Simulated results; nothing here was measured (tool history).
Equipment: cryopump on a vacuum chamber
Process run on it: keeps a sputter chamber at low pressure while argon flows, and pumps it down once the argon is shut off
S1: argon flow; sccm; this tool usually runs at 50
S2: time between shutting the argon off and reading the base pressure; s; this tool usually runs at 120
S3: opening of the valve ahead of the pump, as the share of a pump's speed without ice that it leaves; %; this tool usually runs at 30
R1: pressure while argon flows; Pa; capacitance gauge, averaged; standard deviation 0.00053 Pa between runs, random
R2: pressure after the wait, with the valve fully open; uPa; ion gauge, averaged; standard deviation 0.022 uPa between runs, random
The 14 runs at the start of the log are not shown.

run   hour  S1   S2  S3      R1    R2
 15  264.7  50  120  30    0.14  0.88
 16  277.3  50  120  30  0.1405  0.93
 17  289.2  79  120  30  0.2227  0.97
 18  301.1  40  216  51  0.0691  0.75
 19  316.4  40  216  42  0.0827  0.68
 20  331.1  84   50  19  0.3648  1.57
 21  355.1  84   42  53  0.1412  1.84
 22  371.7  23   33  53  0.0387   2.2
 23  391.5  50  131  47  0.0928  0.92
 24  419.8  50   46  30  0.1423  1.69
     428.8  -- pump warmed up, emptied and cooled again
 25  451.2  50  187  43  0.0927   0.7
 26  465.7  50  187  43  0.0919  0.69
 27  482.6  77  231  16  0.3798  0.64
 28  501.6  60  158  28  0.1698  0.78
 29  523.8  50  171  45  0.0881  0.75
 30  550.1  50  171  45  0.0894  0.79
 31  572.6  30   71  30  0.0802  1.26
 32    593  42   48  28  0.1196  1.61
 33  616.8  42   48  28   0.119  1.64

3 options for the next run, each taken on its own from the tool as it stands now. Forecast them:
  A  639.4  50  139  30   ?   ?
  B  639.4  42   57  47   ?   ?
  C  639.4  42  104  47   ?   ?

run      R1    R2
  A   0.133  0.85
  B  0.0716  1.44
  C  0.0725     1
Take away the tool's hidden state, keep each run's random variation, and the runs would have read:
run      R1    R2
  A  0.1313  0.55
  B  0.0702  1.13
  C   0.071  0.68

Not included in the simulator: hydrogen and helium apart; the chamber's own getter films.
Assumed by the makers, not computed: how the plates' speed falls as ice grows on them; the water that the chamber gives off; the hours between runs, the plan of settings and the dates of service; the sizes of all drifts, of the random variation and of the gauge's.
